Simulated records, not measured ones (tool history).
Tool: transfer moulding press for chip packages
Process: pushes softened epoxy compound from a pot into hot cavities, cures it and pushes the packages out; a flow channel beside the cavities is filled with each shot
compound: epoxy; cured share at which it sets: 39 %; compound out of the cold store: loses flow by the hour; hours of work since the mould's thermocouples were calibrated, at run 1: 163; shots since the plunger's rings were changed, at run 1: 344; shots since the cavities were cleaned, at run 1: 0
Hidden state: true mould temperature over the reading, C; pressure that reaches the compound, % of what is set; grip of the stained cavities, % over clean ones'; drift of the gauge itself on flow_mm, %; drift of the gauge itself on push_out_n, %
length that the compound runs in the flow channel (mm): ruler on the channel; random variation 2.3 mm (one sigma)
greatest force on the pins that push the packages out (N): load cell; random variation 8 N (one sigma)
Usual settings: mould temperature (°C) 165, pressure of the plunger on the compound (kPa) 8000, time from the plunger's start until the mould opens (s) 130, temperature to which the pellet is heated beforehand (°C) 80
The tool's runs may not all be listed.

run,hour,mould temperature (°C),pressure of the plunger on the compound (kPa),time from the plunger's start until the mould opens (s),temperature to which the pellet is heated beforehand (°C),hours of work since the mould's thermocouples were calibrated,shots since the plunger's rings were changed,shots since the cavities were cleaned,incoming compound's hours out of the cold store,length that the compound runs in the flow channel (mm),greatest force on the pins that push the packages out (N)
1,0.0,165,8000,130,80,163,344,0,34.2,735,348
2,36.6,165,8000,130,80,179,566,222,34.5,734,492
3,66.0,165,6650,130,80,192,745,401,17.3,729,563
4,95.2,165,8190,130,80,205,922,578,28.1,765,610
5,127.1,165,8190,114,80,219,1116,772,19.1,798,772
6,154.3,165,8190,114,80,231,1281,937,27.7,766,804
7,170.8,165,8190,114,80,238,1382,1038,26.3,763,821
# hour 179.1: cavities cleaned with cleaning compound and waxed
8,191.5,165,8190,114,80,247,1498,75,15.1,804,493
9,211.5,165,8190,114,80,256,1620,197,27.8,756,550
10,231.1,160,7290,146,75,264,1739,316,13.6,788,598
11,262.9,162,8000,130,80,278,1932,509,23.8,780,678
12,279.7,163,8000,130,83,286,2035,612,30.5,747,656
13,295.4,165,8000,133,83,293,2130,707,32.5,732,631

Forecast each of these 5 alternatives for the next run:
A,311.3,165,8000,123,87,300,2226,803,40.0,?,?
B,311.3,160,7690,168,83,300,2226,803,35.6,?,?
C,311.3,165,7020,133,83,300,2226,803,31.8,?,?
D,311.3,167,8000,133,74,300,2226,803,15.7,?,?
E,311.3,170,8000,164,78,300,2226,803,20.3,?,?

run,length that the compound runs in the flow channel (mm),greatest force on the pins that push the packages out (N)
A,705,670
B,731,595
C,684,641
D,778,608
E,745,562
Without the tool's hidden state the same runs would have given:
run,length that the compound runs in the flow channel (mm),greatest force on the pins that push the packages out (N)
A,726,365
B,753,320
C,704,348
D,802,325
E,767,299
